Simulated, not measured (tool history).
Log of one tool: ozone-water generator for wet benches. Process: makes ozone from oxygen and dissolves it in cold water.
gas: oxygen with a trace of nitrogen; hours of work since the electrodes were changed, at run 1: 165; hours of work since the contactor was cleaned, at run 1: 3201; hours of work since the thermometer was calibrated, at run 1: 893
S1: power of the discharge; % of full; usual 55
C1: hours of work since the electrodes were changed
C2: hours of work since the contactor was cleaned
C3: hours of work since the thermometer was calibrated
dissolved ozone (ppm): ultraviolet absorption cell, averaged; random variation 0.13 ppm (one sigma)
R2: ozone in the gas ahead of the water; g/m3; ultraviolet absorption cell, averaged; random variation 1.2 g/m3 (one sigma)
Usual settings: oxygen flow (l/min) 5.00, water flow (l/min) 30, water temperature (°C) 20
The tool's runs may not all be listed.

Run 1, hour 0.0: usual settings; C1 165; C2 3201; C3 893. Result: dissolved ozone (ppm) 15.0, R2 226.8 g/m3.
Run 2, hour 31.4: usual settings but water temperature (°C) 21; C1 191; C2 3227; C3 919. Result: dissolved ozone (ppm) 14.9, R2 231.0 g/m3.
Run 3, hour 55.9: usual settings but oxygen flow (l/min) 6.70, water temperature (°C) 21; C1 211; C2 3247; C3 939. Result: dissolved ozone (ppm) 15.0, R2 193.1 g/m3.
Run 4, hour 83.6: usual settings but oxygen flow (l/min) 6.70, water temperature (°C) 21; C1 234; C2 3270; C3 962. Result: dissolved ozone (ppm) 15.1, R2 194.6 g/m3.
Run 5, hour 114.9: usual settings; C1 260; C2 3296; C3 988. Result: dissolved ozone (ppm) 15.0, R2 226.2 g/m3.
Run 6, hour 135.8: usual settings but S1 95 % of full; C1 277; C2 3313; C3 1005. Result: dissolved ozone (ppm) 21.9, R2 331.3 g/m3.
Run 7, hour 153.0: usual settings but S1 57 % of full; C1 291; C2 3327; C3 1019. Result: dissolved ozone (ppm) 15.7, R2 232.1 g/m3.
Run 8, hour 177.8: usual settings but S1 57 % of full; C1 311; C2 3348; C3 1040. Result: dissolved ozone (ppm) 15.5, R2 233.9 g/m3.
Run 9, hour 196.0: usual settings but oxygen flow (l/min) 7.73; C1 326; C2 3363; C3 1055. Result: dissolved ozone (ppm) 15.4, R2 178.5 g/m3.
Run 10, hour 212.7: usual settings but oxygen flow (l/min) 7.73; C1 340; C2 3377; C3 1068. Result: dissolved ozone (ppm) 15.3, R2 178.5 g/m3.
Run 11, hour 245.8: usual settings but oxygen flow (l/min) 7.62; C1 367; C2 3404; C3 1096. Result: dissolved ozone (ppm) 15.4, R2 179.4 g/m3.
Run 12, hour 274.3: usual settings but oxygen flow (l/min) 4.65; C1 391; C2 3427; C3 1119. Result: dissolved ozone (ppm) 15.0, R2 236.7 g/m3.
Run 13, hour 288.9: usual settings; C1 403; C2 3439; C3 1131. Result: dissolved ozone (ppm) 15.0, R2 228.0 g/m3.
Run 14, hour 308.9: usual settings; C1 419; C2 3456; C3 1148. Result: dissolved ozone (ppm) 15.1, R2 224.5 g/m3.
Run 15, hour 327.1: usual settings; C1 434; C2 3471; C3 1163. Result: dissolved ozone (ppm) 15.1, R2 225.1 g/m3.
Run 16, hour 350.6: usual settings; C1 454; C2 3490; C3 1182. Result: dissolved ozone (ppm) 14.9, R2 225.3 g/m3.
Run 17, hour 377.5: usual settings; C1 476; C2 3512; C3 1204. Result: dissolved ozone (ppm) 15.0, R2 225.7 g/m3.
Run 18, hour 401.9: usual settings but S1 71 % of full, water flow (l/min) 32, water temperature (°C) 18; C1 496; C2 3532; C3 1224. Result: dissolved ozone (ppm) 17.1, R2 268.5 g/m3.
Run 19, hour 432.4: usual settings but S1 71 % of full, water flow (l/min) 32, water temperature (°C) 26; C1 521; C2 3557; C3 1249. Result: dissolved ozone (ppm) 15.7, R2 264.1 g/m3.
Run 20, hour 464.0: usual settings but S1 71 % of full, water flow (l/min) 32, water temperature (°C) 26; C1 547; C2 3583; C3 1275. Result: dissolved ozone (ppm) 15.6, R2 263.9 g/m3.
Run 21, hour 488.2: usual settings but S1 88 % of full, oxygen flow (l/min) 3.56, water flow (l/min) 46, water temperature (°C) 26; C1 567; C2 3603; C3 1295. Result: dissolved ozone (ppm) 11.3, R2 370.3 g/m3.
Run 22, hour 520.6: usual settings but S1 48 % of full, water temperature (°C) 15; C1 594; C2 3630; C3 1322. Result: dissolved ozone (ppm) 14.6, R2 204.3 g/m3.
Run 23, hour 537.2: usual settings but oxygen flow (l/min) 2.86, water temperature (°C) 26; C1 607; C2 3644; C3 1336. Result: dissolved ozone (ppm) 12.9, R2 303.4 g/m3.
Run 24, hour 553.3: usual settings but oxygen flow (l/min) 2.62, water flow (l/min) 44, water temperature (°C) 16; C1 621; C2 3657; C3 1349. Result: dissolved ozone (ppm) 8.3, R2 316.9 g/m3.
Run 25, hour 571.5: usual settings but S1 41 % of full, oxygen flow (l/min) 6.13; C1 635; C2 3672; C3 1364. Result: dissolved ozone (ppm) 12.3, R2 162.5 g/m3.
Run 26, hour 599.8: usual settings but oxygen flow (l/min) 2.86, water temperature (°C) 22; C1 659; C2 3695; C3 1387. Result: dissolved ozone (ppm) 13.5, R2 301.9 g/m3.
Run 27, hour 615.1: usual settings but S1 51 % of full, oxygen flow (l/min) 3.77, water flow (l/min) 36, water temperature (°C) 19; C1 671; C2 3708; C3 1400. Result: dissolved ozone (ppm) 11.3, R2 243.9 g/m3.
Run 28, hour 647.8: usual settings but S1 76 % of full, water flow (l/min) 34; C1 698; C2 3735; C3 1427. Result: dissolved ozone (ppm) 16.1, R2 280.1 g/m3.

Forecast run 29:
Run 29, hour 663.9: usual settings but S1 76 % of full, water flow (l/min) 34; C1 712; C2 3748; C3 1440. Result: dissolved ozone (ppm) ?, R2 ?.

{"run 29": {"dissolved ozone (ppm)": 16.3, "R2": 276.4}}
Without the tool's hidden state the same run would have given dissolved ozone (ppm) 16.3, R2 284.6 g/m3.

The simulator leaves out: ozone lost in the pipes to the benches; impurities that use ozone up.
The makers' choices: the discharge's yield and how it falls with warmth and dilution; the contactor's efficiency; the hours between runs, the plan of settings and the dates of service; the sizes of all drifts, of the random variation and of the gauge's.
